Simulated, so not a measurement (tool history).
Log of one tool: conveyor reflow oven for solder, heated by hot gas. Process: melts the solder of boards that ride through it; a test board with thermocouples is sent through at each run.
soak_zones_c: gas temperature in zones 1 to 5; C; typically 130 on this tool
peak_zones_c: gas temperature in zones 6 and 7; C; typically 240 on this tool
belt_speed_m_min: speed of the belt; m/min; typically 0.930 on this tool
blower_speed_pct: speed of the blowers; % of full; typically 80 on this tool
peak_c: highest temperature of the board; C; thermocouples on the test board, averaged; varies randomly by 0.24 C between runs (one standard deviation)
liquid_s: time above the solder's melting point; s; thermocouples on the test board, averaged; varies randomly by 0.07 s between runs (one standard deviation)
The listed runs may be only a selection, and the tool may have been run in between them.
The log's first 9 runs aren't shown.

run     day  soak_zones_c  peak_zones_c  belt_speed_m_min  blower_speed_pct  hours of work since the flux was cleaned out  hours of work since the belt drive was overhauled  hours of work since the thermocouples were changed  peak_c  liquid_s
 10  12.100           130           240             0.930                80                                           139                                                380                                                 608   222.3     40.05
 11  13.292           130           240             0.930                80                                           154                                                395                                                 624   222.1     40.01
 12  14.508           130           240             0.930                80                                           170                                                411                                                 640   222.3     40.03
 13  15.929           130           240             0.930                80                                           189                                                430                                                 658   221.7     39.85
 14  17.158           130           240             0.930                80                                           205                                                446                                                 675   222.2     39.74
     18.096  -- flux residue cleaned out of gas plates and filters
 15  18.488           130           240             0.930                80                                             5                                                460                                                 689   223.0     40.42
 16  19.354           139           240             0.810                80                                            16                                                472                                                 700   227.7     51.20
 17  21.117           121           240             0.810                55                                            40                                                495                                                 724   221.2     43.56
 18  22.567           130           240             0.930                70                                            58                                                514                                                 742   220.9     39.32
 19  23.525           123           240             0.930                80                                            71                                                526                                                 755   221.9     38.35
 20  24.892           144           239             1.084                70                                            89                                                544                                                 773   217.2     34.59
 21  26.012           144           239             1.084                70                                           103                                                559                                                 787   217.2     34.44
 22  27.871           130           228             0.930                80                                           128                                                583                                                 812   211.5     34.70
 23  29.233           130           241             0.772                80                                           146                                                601                                                 830   228.2     51.98
 24  30.650           130           241             0.772                80                                           164                                                619                                                 848   228.3     52.05
 25  32.275           130           242             0.780                80                                           185                                                641                                                 869   228.8     51.61
 26  33.279           135           229             0.780                80                                           198                                                654                                                 882   216.3     47.44
     34.796  -- flux residue cleaned out of gas plates and filters
 27  35.179           135           229             1.045                78                                             5                                                676                                                 905   209.5     30.44
 28  36.646           133           234             1.018                55                                            24                                                695                                                 924   210.4     30.31
 29  37.662           123           244             1.077                55                                            37                                                708                                                 937   213.5     28.65
 30  38.846           140           245             1.078                81                                            53                                                724                                                 952   224.0     36.76

Predict each of these 3 candidate next runs independently; none follows another, all start after run 30:
  A  40.058           136           245             1.078                87                                            69                                                740                                                 968       ?         ?
  B  40.058           130           240             0.810                80                                            69                                                740                                                 968       ?         ?
  C  40.058           145           235             1.000                81                                            69                                                740                                                 968       ?         ?

run  peak_c  liquid_s
  A   223.9     36.03
  B   226.0     48.56
  C   218.0     38.64
Stripped of hidden state, with their random variation kept, the same runs would have yielded:
run  peak_c  liquid_s
  A   227.1     36.71
  B   229.3     49.26
  C   221.1     39.45

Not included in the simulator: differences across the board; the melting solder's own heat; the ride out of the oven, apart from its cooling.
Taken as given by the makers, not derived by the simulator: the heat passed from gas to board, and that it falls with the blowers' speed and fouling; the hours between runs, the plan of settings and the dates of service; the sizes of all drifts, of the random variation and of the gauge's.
